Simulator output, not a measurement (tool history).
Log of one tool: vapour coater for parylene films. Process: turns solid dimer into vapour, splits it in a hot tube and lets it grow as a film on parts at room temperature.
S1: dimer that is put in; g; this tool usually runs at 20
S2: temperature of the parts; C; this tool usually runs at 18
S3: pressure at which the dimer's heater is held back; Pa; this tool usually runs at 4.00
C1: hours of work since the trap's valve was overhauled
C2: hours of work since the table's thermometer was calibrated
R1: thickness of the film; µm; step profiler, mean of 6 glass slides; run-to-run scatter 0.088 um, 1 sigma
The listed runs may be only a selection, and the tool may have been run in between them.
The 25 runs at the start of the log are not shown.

run,hour,S1,S2,S3,C1,C2,R1
26,292.6,12,18,2.61,342,392,6.56
27,309.3,12,18,2.61,351,400,6.51
28,317.1,32,19,3.17,354,404,16.04
29,325.0,20,11,5.28,358,408,12.25
30,338.8,14,27,7.26,365,415,4.20
31,350.8,28,16,3.86,371,421,14.90
32,363.4,28,11,5.68,377,427,16.54
33,374.6,28,11,5.68,383,433,16.52
34,386.9,25,12,11.30,389,439,12.03
35,402.1,35,24,7.89,397,446,11.52
36,409.3,35,30,7.89,400,450,9.01
37,423.1,35,30,7.89,407,457,8.89
38,434.8,15,11,3.51,413,463,9.86
39,450.9,26,11,9.56,421,471,13.82
40,463.8,21,14,3.14,427,477,12.55
41,476.1,10,14,5.11,433,483,5.31
42,485.8,10,14,5.11,438,488,5.26
43,499.4,22,18,4.42,445,495,10.42
44,506.6,18,11,4.00,448,498,11.42
45,518.1,18,11,4.00,454,504,11.44
46,534.5,20,13,4.00,462,512,11.60

Below are 5 alternative next runs, each starting from the tool's condition after run 46. Predict each:
A,543.5,12,10,4.99,467,517,?
B,543.5,29,13,3.39,467,517,?
C,543.5,20,18,10.07,467,517,?
D,543.5,9,15,4.00,467,517,?
E,543.5,20,17,4.00,467,517,?

run,R1
A,7.51
B,17.74
C,7.70
D,4.78
E,10.07
Without the tool's hidden state the same runs would have given:
run,R1
A,8.40
B,19.85
C,8.61
D,5.35
E,11.26

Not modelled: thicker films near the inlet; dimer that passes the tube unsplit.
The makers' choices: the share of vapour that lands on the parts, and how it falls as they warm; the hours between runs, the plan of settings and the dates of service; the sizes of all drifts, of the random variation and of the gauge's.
